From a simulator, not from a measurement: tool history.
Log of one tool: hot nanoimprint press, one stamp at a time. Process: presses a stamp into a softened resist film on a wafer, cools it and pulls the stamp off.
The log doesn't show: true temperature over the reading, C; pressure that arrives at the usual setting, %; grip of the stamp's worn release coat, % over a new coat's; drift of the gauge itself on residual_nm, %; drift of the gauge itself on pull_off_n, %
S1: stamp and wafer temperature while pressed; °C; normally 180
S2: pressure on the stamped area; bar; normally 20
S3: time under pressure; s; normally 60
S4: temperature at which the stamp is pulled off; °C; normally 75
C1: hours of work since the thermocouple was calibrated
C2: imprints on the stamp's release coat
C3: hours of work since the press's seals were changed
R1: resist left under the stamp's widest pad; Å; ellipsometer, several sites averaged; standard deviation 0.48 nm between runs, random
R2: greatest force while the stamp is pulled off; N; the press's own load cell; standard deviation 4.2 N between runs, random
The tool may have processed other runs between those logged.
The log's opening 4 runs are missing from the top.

Run 5, hour 46.7: usual settings but S3 90 s; C1 404; C2 1974; C3 404. Result: R1 1025 Å, R2 316 N.
Run 6, hour 60.2: usual settings but S3 90 s; C1 413; C2 2043; C3 413. Result: R1 1025 Å, R2 322 N.
Run 7, hour 77.2: usual settings but S3 30 s; C1 425; C2 2129; C3 425. Result: R1 1519 Å, R2 333 N.
Run 8, hour 86.9: usual settings but S3 30 s; C1 432; C2 2179; C3 432. Result: R1 1527 Å, R2 338 N.
Run 9, hour 96.8: usual settings but S3 30 s; C1 438; C2 2230; C3 438. Result: R1 1519 Å, R2 333 N.
Run 10, hour 111.2: usual settings but S3 30 s; C1 448; C2 2303; C3 448. Result: R1 1515 Å, R2 337 N.
Run 11, hour 122.1: usual settings but S3 30 s; C1 456; C2 2359; C3 456. Result: R1 1522 Å, R2 339 N.
Run 12, hour 134.9: usual settings but S3 30 s; C1 464; C2 2424; C3 464. Result: R1 1518 Å, R2 350 N.
At hour 146.4: stamp cleaned and given a new release coat.
Run 13, hour 155: usual settings but S3 30 s; C1 474; C2 45; C3 474. Result: R1 1515 Å, R2 206 N.
Run 14, hour 171.8: usual settings but S3 30 s; C1 485; C2 130; C3 485. Result: R1 1510 Å, R2 206 N.
Run 15, hour 187.9: usual settings but S4 70 °C; C1 496; C2 213; C3 496. Result: R1 1187 Å, R2 241 N.

Run 16 has not been measured yet. What should we expect?
Run 16, hour 199.6: usual settings but S1 178 °C, S2 28.3 bar, S4 62 °C; C1 504; C2 273; C3 504. Result: R1 ?, R2 ?.

{"run 16": {"R1": 1145, "R2": 301}}
On a tool with no hidden condition, and with the same random variation, this run would have come out at R1 1212 Å, R2 287 N.
